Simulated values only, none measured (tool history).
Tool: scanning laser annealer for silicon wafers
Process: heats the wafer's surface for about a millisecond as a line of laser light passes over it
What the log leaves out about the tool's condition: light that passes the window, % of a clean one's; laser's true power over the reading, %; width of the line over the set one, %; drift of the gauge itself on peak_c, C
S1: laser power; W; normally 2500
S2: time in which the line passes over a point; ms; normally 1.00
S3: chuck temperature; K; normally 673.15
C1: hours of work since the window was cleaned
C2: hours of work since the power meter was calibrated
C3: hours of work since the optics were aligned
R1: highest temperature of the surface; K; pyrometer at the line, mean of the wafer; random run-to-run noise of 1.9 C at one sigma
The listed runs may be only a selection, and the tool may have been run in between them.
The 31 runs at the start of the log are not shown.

run	hour	S1	S2	S3	C1	C2	C3	R1
32	1121.7	2212	0.96	710.15	401	1751	1547	1266.15
33	1145.8	2292	0.82	673.15	414	1765	1560	1214.15
34	1170.3	2419	0.73	636.15	428	1778	1574	1183.15
35	1197.0	2567	0.93	666.15	443	1793	1589	1332.15
36	1236.9	2567	0.93	666.15	465	1815	1611	1329.15
37	1259.9	2338	0.94	671.15	478	1828	1623	1259.15
38	1283.1	2338	1.16	696.15	491	1841	1636	1346.15
39	1323.7	2338	1.16	696.15	513	1864	1659	1347.15
40	1364.7	2552	1.16	696.15	536	1886	1682	1427.15
41	1404.2	2296	0.95	673.15	558	1908	1704	1247.15

Alternative continuations, all from the tool just after run 41; predict every row:
A	1441.4	2198	0.95	646.15	579	1929	1724	?
B	1441.4	2502	1.15	682.15	579	1929	1724	?
C	1441.4	2244	0.97	673.15	579	1929	1724	?

run	R1
A	1190.15
B	1388.15
C	1236.15
Had the tool no hidden state, the same runs would have come out as:
run	R1
A	1234.15
B	1446.15
C	1283.15

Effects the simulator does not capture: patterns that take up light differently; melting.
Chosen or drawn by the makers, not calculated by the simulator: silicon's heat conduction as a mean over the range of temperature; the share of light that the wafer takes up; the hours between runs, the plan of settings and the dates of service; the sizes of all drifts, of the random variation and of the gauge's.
